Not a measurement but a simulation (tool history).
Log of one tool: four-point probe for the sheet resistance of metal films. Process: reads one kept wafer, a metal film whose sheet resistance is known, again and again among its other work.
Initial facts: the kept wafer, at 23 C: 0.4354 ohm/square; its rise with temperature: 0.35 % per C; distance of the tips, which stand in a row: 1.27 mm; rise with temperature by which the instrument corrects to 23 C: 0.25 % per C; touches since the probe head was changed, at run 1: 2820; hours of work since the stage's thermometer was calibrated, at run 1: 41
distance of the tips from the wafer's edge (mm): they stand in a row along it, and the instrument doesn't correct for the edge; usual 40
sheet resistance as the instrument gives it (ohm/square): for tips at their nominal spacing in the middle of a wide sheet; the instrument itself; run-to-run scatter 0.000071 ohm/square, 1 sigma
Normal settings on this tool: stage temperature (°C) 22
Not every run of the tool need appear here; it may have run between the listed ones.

| run | day | stage temperature (°C) | distance of the tips from the wafer's edge (mm) | touches since the probe head was changed | hours of work since the stage's thermometer was calibrated | sheet resistance as the instrument gives it (ohm/square) |
|---|---|---|---|---|---|---|
| 1 | 0.000 | 22 | 40 | 2820 | 41 | 0.437154 |
| 2 | 1.967 | 22 | 40 | 4797 | 70 | 0.437051 |
| 3 | 5.892 | 22 | 40 | 8742 | 128 | 0.437289 |
| 4 | 9.021 | 22 | 40 | 11890 | 174 | 0.437238 |
| 5 | 12.250 | 22 | 40 | 15134 | 221 | 0.437236 |
| 6 | 15.438 | 22 | 15 | 18339 | 268 | 0.438812 |
|  | 15.825 | stage's thermometer calibrated |
| 7 | 18.225 | 22 | 15 | 21122 | 35 | 0.438832 |
| 8 | 20.504 | 22 | 15 | 23412 | 69 | 0.439002 |
| 9 | 22.412 | 29 | 12 | 25329 | 97 | 0.442826 |
| 10 | 25.208 | 29 | 38 | 28142 | 138 | 0.440536 |
| 11 | 28.029 | 18 | 19 | 30977 | 179 | 0.436722 |

Hidden condition of the tool, last listed run before each entry between runs versus first listed run after:
Between runs 6 and 7: stage's thermometer calibrated (day 15.825)
  inner tips' distance over the nominal, %: 0.475 -> 0.49; tips' flats over new ones', %: 26 -> 29; wafer's true temperature over the reading, C: -0.05 -> -0.08
  the result without the hidden state subtracted from the measured one, sheet resistance as the instrument gives it (ohm/square): +0.002166 -> +0.002196

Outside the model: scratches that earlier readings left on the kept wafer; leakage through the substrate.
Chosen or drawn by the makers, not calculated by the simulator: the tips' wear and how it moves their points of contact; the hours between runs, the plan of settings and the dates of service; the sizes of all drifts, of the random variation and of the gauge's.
